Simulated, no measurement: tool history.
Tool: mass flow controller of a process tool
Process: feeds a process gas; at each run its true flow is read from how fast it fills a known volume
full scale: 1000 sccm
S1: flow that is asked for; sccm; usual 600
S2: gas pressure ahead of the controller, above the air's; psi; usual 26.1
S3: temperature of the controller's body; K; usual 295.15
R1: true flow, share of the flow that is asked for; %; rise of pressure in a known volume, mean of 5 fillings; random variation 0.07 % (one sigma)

| run | hour | S1 | S2 | S3 | R1 |
|---|---|---|---|---|---|
| 1 | 0 | 600 | 26.1 | 295.15 | 96.79 |
| 2 | 83.7 | 600 | 26.1 | 295.15 | 96.7 |
| 3 | 217.3 | 600 | 34.1 | 295.15 | 97.2 |
| 4 | 364 | 600 | 28.9 | 295.15 | 96.84 |
| 5 | 522.3 | 600 | 28.9 | 295.15 | 96.59 |
| 6 | 673.5 | 600 | 22.2 | 295.15 | 96.21 |
| 7 | 767.4 | 600 | 26.1 | 299.15 | 96.43 |
| 8 | 889.7 | 600 | 26.1 | 299.15 | 96.47 |
| 9 | 1059.8 | 600 | 29 | 299.15 | 96.35 |
| 10 | 1161.1 | 600 | 29 | 299.15 | 96.39 |
| 11 | 1267.3 | 600 | 26.1 | 305.15 | 96.32 |
| 12 | 1377.6 | 600 | 24.7 | 305.15 | 96.24 |
| 13 | 1507.3 | 600 | 33.6 | 295.15 | 96.33 |
| 14 | 1655.5 | 600 | 26.1 | 297.15 | 95.94 |
| 15 | 1760.8 | 600 | 26.1 | 297.15 | 95.8 |
| 16 | 1880.2 | 600 | 26.1 | 297.15 | 95.67 |
| 17 | 2005.3 | 600 | 26.1 | 297.15 | 95.61 |
| 18 | 2082.6 | 148 | 26.1 | 295.15 | 91.21 |
| 19 | 2196.7 | 473 | 26.1 | 295.15 | 94.84 |
| 20 | 2271.8 | 600 | 26.1 | 297.15 | 95.43 |
| 21 | 2418 | 136 | 28 | 313.15 | 91.1 |
| 22 | 2536.5 | 136 | 39.6 | 295.15 | 90.91 |
| 23 | 2654 | 160 | 40 | 301.15 | 91.79 |
|  | 2669.1 | controller's zero set anew |
| 24 | 2769.1 | 174 | 40 | 306.15 | 89.57 |
| 25 | 2870.8 | 412 | 39.3 | 304.15 | 93.83 |
| 26 | 2990.5 | 686 | 36.7 | 306.15 | 95.67 |
| 27 | 3092.1 | 626 | 39.6 | 308.15 | 95.42 |
| 28 | 3254.6 | 626 | 39.6 | 308.15 | 95.27 |
| 29 | 3354.8 | 374 | 31.2 | 303.15 | 92.67 |
|  | 3406.4 | controller's zero set anew, once more |
| 30 | 3524.1 | 382 | 20.7 | 294.15 | 95.12 |
| 31 | 3679.7 | 329 | 25.1 | 298.15 | 95.3 |
| 32 | 3836.1 | 400 | 28.3 | 309.15 | 95.79 |
| 33 | 3971.7 | 600 | 28.1 | 296.15 | 95.85 |
| 34 | 4134.5 | 545 | 26.1 | 295.15 | 95.33 |
| 35 | 4271.2 | 545 | 26.1 | 295.15 | 95.32 |
| 36 | 4390 | 325 | 30.5 | 294.15 | 94.74 |
| 37 | 4556.6 | 325 | 20.7 | 300.15 | 94.35 |
| 38 | 4631.9 | 585 | 22.6 | 300.15 | 95.04 |
| 39 | 4747.3 | 954 | 27.1 | 306.15 | 96.43 |

4 ways to go on from here, each from the tool as it stands after run 39. What would each give?
| A | 4838 | 743 | 26.4 | 310.15 | ? |
| B | 4838 | 180 | 22 | 306.15 | ? |
| C | 4838 | 600 | 26.1 | 311.15 | ? |
| D | 4838 | 600 | 37 | 302.15 | ? |

| run | R1 |
|---|---|
| A | 96.02 |
| B | 93.71 |
| C | 95.65 |
| D | 95.85 |
Without the tool's hidden state the same runs would have given:
| run | R1 |
|---|---|
| A | 99.74 |
| B | 98.17 |
| C | 99.43 |
| D | 99.63 |

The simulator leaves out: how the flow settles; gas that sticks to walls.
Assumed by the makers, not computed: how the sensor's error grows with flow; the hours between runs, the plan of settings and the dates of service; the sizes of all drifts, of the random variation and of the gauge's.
